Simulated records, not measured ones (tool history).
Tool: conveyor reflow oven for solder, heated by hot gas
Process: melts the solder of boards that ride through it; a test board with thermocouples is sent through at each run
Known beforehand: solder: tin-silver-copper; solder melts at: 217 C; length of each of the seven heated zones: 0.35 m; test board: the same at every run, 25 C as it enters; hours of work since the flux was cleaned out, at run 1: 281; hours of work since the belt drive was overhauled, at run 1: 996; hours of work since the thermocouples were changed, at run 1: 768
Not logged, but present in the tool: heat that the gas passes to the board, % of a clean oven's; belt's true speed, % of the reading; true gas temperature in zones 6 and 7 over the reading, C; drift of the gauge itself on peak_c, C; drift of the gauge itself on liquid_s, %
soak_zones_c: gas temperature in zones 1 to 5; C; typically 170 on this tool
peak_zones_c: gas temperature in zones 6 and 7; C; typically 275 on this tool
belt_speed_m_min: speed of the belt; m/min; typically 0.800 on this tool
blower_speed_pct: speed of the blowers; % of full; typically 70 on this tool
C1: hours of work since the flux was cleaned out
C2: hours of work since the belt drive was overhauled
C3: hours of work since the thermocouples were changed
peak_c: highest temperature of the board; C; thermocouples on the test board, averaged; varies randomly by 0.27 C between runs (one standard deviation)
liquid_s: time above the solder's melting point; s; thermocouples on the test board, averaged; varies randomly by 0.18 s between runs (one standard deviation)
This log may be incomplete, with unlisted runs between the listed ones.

run 1 hour=0.0 | soak_zones_c=170 peak_zones_c=275 belt_speed_m_min=0.800 blower_speed_pct=70 | C1=281 C2=996 C3=768 | peak_c=261.1 liquid_s=43.6
run 2 hour=59.5 | soak_zones_c=170 peak_zones_c=278 belt_speed_m_min=0.800 blower_speed_pct=70 | C1=306 C2=1021 C3=792 | peak_c=263.6 liquid_s=44.4
run 3 hour=95.7 | soak_zones_c=170 peak_zones_c=278 belt_speed_m_min=0.800 blower_speed_pct=70 | C1=321 C2=1036 C3=807 | peak_c=264.0 liquid_s=44.1
run 4 hour=137.4 | soak_zones_c=170 peak_zones_c=278 belt_speed_m_min=0.800 blower_speed_pct=70 | C1=338 C2=1053 C3=824 | peak_c=264.2 liquid_s=44.3
run 5 hour=181.0 | soak_zones_c=170 peak_zones_c=278 belt_speed_m_min=0.800 blower_speed_pct=70 | C1=356 C2=1071 C3=842 | peak_c=264.2 liquid_s=44.6
run 6 hour=222.8 | soak_zones_c=170 peak_zones_c=278 belt_speed_m_min=0.800 blower_speed_pct=70 | C1=373 C2=1088 C3=860 | peak_c=263.9 liquid_s=44.0
run 7 hour=287.4 | soak_zones_c=170 peak_zones_c=278 belt_speed_m_min=0.800 blower_speed_pct=70 | C1=400 C2=1115 C3=886 | peak_c=263.8 liquid_s=44.4
run 8 hour=319.9 | soak_zones_c=170 peak_zones_c=275 belt_speed_m_min=0.800 blower_speed_pct=70 | C1=413 C2=1128 C3=900 | peak_c=260.9 liquid_s=43.4
run 9 hour=355.1 | soak_zones_c=170 peak_zones_c=275 belt_speed_m_min=0.800 blower_speed_pct=70 | C1=428 C2=1143 C3=914 | peak_c=260.8 liquid_s=43.5
run 10 hour=422.3 | soak_zones_c=170 peak_zones_c=275 belt_speed_m_min=0.800 blower_speed_pct=70 | C1=456 C2=1171 C3=942 | peak_c=261.0 liquid_s=43.5
-- hour=492.5 flux residue cleaned out of gas plates and filters
run 11 hour=495.9 | soak_zones_c=170 peak_zones_c=275 belt_speed_m_min=0.800 blower_speed_pct=70 | C1=1 C2=1199 C3=970 | peak_c=260.0 liquid_s=43.0
run 12 hour=548.9 | soak_zones_c=184 peak_zones_c=279 belt_speed_m_min=0.753 blower_speed_pct=55 | C1=23 C2=1221 C3=992 | peak_c=263.6 liquid_s=50.8
run 13 hour=589.0 | soak_zones_c=174 peak_zones_c=265 belt_speed_m_min=0.820 blower_speed_pct=74 | C1=40 C2=1238 C3=1009 | peak_c=252.4 liquid_s=39.9
-- hour=621.4 belt drive overhauled, speed set with a stopwatch
run 14 hour=628.4 | soak_zones_c=177 peak_zones_c=275 belt_speed_m_min=0.666 blower_speed_pct=85 | C1=55 C2=3 C3=1024 | peak_c=269.2 liquid_s=56.4
run 15 hour=674.8 | soak_zones_c=166 peak_zones_c=275 belt_speed_m_min=0.907 blower_speed_pct=60 | C1=74 C2=22 C3=1043 | peak_c=249.4 liquid_s=30.1
run 16 hour=708.9 | soak_zones_c=168 peak_zones_c=273 belt_speed_m_min=0.826 blower_speed_pct=70 | C1=88 C2=36 C3=1057 | peak_c=255.7 liquid_s=37.7
run 17 hour=762.4 | soak_zones_c=174 peak_zones_c=287 belt_speed_m_min=0.800 blower_speed_pct=77 | C1=110 C2=58 C3=1079 | peak_c=271.9 liquid_s=46.6
run 18 hour=810.4 | soak_zones_c=174 peak_zones_c=287 belt_speed_m_min=0.800 blower_speed_pct=77 | C1=130 C2=78 C3=1099 | peak_c=272.8 liquid_s=47.0
-- hour=824.9 flux residue cleaned out of gas plates and filters, once more
run 19 hour=864.4 | soak_zones_c=174 peak_zones_c=287 belt_speed_m_min=0.800 blower_speed_pct=77 | C1=16 C2=98 C3=1119 | peak_c=275.7 liquid_s=48.2
run 20 hour=917.2 | soak_zones_c=174 peak_zones_c=288 belt_speed_m_min=0.726 blower_speed_pct=77 | C1=38 C2=120 C3=1141 | peak_c=279.5 liquid_s=54.1
run 21 hour=967.0 | soak_zones_c=170 peak_zones_c=263 belt_speed_m_min=0.726 blower_speed_pct=77 | C1=59 C2=141 C3=1161 | peak_c=255.9 liquid_s=45.4
run 22 hour=1004.0 | soak_zones_c=180 peak_zones_c=288 belt_speed_m_min=0.726 blower_speed_pct=77 | C1=74 C2=156 C3=1177 | peak_c=280.1 liquid_s=55.8

Forecast each of these 4 alternatives for the next run:
run A hour=1047.1 | soak_zones_c=170 peak_zones_c=275 belt_speed_m_min=0.800 blower_speed_pct=67 | C1=92 C2=174 C3=1195 | peak_c=? liquid_s=?
run B hour=1047.1 | soak_zones_c=170 peak_zones_c=275 belt_speed_m_min=0.800 blower_speed_pct=55 | C1=92 C2=174 C3=1195 | peak_c=? liquid_s=?
run C hour=1047.1 | soak_zones_c=181 peak_zones_c=286 belt_speed_m_min=0.659 blower_speed_pct=70 | C1=92 C2=174 C3=1195 | peak_c=? liquid_s=?
run D hour=1047.1 | soak_zones_c=170 peak_zones_c=271 belt_speed_m_min=0.668 blower_speed_pct=70 | C1=92 C2=174 C3=1195 | peak_c=? liquid_s=?

run=A peak_c=261.2 liquid_s=42.4
run=B peak_c=257.1 liquid_s=40.1
run=C peak_c=279.4 liquid_s=61.4
run=D peak_c=263.4 liquid_s=52.8
Take away the tool's hidden state, keep each run's random variation, and the runs would have read:
run=A peak_c=258.3 liquid_s=41.1
run=B peak_c=254.3 liquid_s=38.7
run=C peak_c=276.3 liquid_s=60.3
run=D peak_c=260.3 liquid_s=51.5
